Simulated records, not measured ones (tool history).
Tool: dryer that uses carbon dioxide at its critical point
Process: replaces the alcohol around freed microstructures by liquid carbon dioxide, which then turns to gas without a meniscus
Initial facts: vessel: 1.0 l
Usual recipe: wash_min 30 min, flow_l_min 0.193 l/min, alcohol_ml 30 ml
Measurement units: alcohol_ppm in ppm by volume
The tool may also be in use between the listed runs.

run	day	wash_min	flow_l_min	alcohol_ml	alcohol_ppm
1	0.000	30	0.193	30	324
2	1.396	30	0.193	30	352
3	4.033	30	0.193	30	383
4	6.396	30	0.193	30	398
5	7.696	30	0.193	105	1342
# day 8.567: inlet filter changed
6	10.196	30	0.193	105	936
7	12.933	25	0.193	105	2116
8	15.692	30	0.193	30	335
9	16.908	35	0.296	30	39
10	18.296	35	0.296	30	43
11	19.846	43	0.256	35	46
12	22.521	24	0.176	35	1375
13	24.046	30	0.136	30	1283
14	25.842	30	0.136	30	1353
# day 27.954: inlet filter changed
15	28.429	28	0.261	92	287
16	31.100	28	0.261	92	306

Alternative continuations, all from the tool just after run 16; predict every row:
A	32.967	18	0.261	92	?
B	32.967	23	0.126	25	?
C	32.967	19	0.193	30	?
D	32.967	30	0.193	61	?

run	alcohol_ppm
A	2208
B	2369
C	1653
D	634
Had the tool no hidden state, the same runs would have come out as:
run	alcohol_ppm
A	1973
B	2191
C	1494
D	522

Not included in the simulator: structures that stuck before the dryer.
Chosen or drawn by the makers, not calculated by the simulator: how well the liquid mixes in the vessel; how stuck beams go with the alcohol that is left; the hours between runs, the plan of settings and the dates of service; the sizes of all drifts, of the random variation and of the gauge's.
